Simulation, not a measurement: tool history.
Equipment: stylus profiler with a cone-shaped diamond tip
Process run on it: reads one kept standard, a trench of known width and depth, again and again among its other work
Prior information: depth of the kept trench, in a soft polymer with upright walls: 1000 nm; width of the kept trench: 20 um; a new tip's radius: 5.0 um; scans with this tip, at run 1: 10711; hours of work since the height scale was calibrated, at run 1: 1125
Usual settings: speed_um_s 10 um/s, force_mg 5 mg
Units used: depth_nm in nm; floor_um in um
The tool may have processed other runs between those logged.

run	day	speed_um_s	force_mg	scans with this tip	hours of work since the height scale was calibrated	depth_nm	floor_um
1	0	10	5	10711	1125	1013.8	11.52
2	0.554	10	5	10806	1135	1014.28	11.49
3	1.125	10	5	10904	1145	1013.97	11.56
4	1.883	10	5	11034	1159	1013.45	11.47
5	2.675	10	5	11170	1173	1013.4	11.44
6	3.808	10	5	11364	1194	1013.49	11.49
7	4.917	10	5	11554	1214	1013.33	11.41
8	5.912	5	5	11724	1232	1013.07	11.4
9	6.475	2	5	11821	1242	1013.14	11.35
10	7.221	10	5.61	11949	1255	1014.76	11.29
11	7.908	10	5.61	12066	1267	1014.57	11.27
12	9.079	10	3.86	12267	1289	1010.11	11.23
13	9.579	10	3.86	12353	1298	1010.18	11.24
14	10.179	10	3.86	12455	1308	1009.91	11.23
15	11.083	10	3.86	12611	1325	1009.73	11.18
16	12.217	10	3.86	12805	1345	1009.92	11.18
17	12.8	10	3.86	12905	1356	1009.48	11.19
18	13.529	10	3.86	13030	1369	1009.45	11.14
19	14.312	10	3.86	13164	1383	1009.4	11.09
20	15.421	10	3.86	13354	1403	1008.83	11.09
21	16.379	10	3.86	13518	1420	1009.54	11.1
22	17.408	10	3.86	13695	1439	1009.13	11.05
23	17.996	27	5	13796	1449	1012.15	10.99
24	18.804	27	5	13934	1464	1011.86	10.93
25	19.608	10	11.55	14072	1478	1027.07	10.97
26	20.808	9	5	14277	1500	1011.88	10.95
27	21.425	10	2.97	14383	1511	1006.41	10.91
28	22.2	5	13.29	14516	1525	1030.39	10.85
# day 23.25: new tip fitted, height scale calibrated
29	23.329	5	13.29	13	1	1037.84	13.87
30	24.079	5	13.29	142	15	1038.3	13.81
31	25.192	5	13.29	332	35	1037.9	13.8
32	26.042	10	6.72	478	50	1023.92	13.7
33	26.667	15	12.58	585	61	1036.49	13.69
34	27.288	8	10.26	692	73	1031.77	13.68
35	28.371	10	3.66	877	92	1015.42	13.69
36	29.421	10	3.66	1057	111	1015.42	13.57
37	30.629	32	1.88	1265	133	1009.28	13.42
38	31.129	29	2.46	1350	142	1011.38	13.41
39	31.867	29	2.46	1477	155	1011.45	13.38
40	32.596	2	4.29	1602	168	1016.93	13.46
41	33.192	8	10.21	1704	179	1031.12	13.44
42	33.95	20	5	1834	193	1018.95	13.41
43	35.117	25	5.38	2034	214	1019.93	13.34
44	35.792	25	5.05	2149	226	1018.25	13.3
45	36.738	25	5.05	2311	243	1018.67	13.27
46	37.846	25	5.05	2501	263	1018.94	13.26

Each row is a separate what-if for the run after 46, all from the same tool condition, not one after another. Results?
A	38.5	4	6.38	2613	275	?	?
B	38.5	9	2.44	2613	275	?	?
C	38.5	25	3.1	2613	275	?	?
D	38.5	22	5	2613	275	?	?

run	depth_nm	floor_um
A	1021.86	13.25
B	1010.84	13.24
C	1013.08	13.16
D	1018.51	13.24
What these runs would have given with no unlogged condition in the tool:
run	depth_nm	floor_um
A	1023.39	14
B	1012.35	13.98
C	1014.6	13.9
D	1020.04	13.98
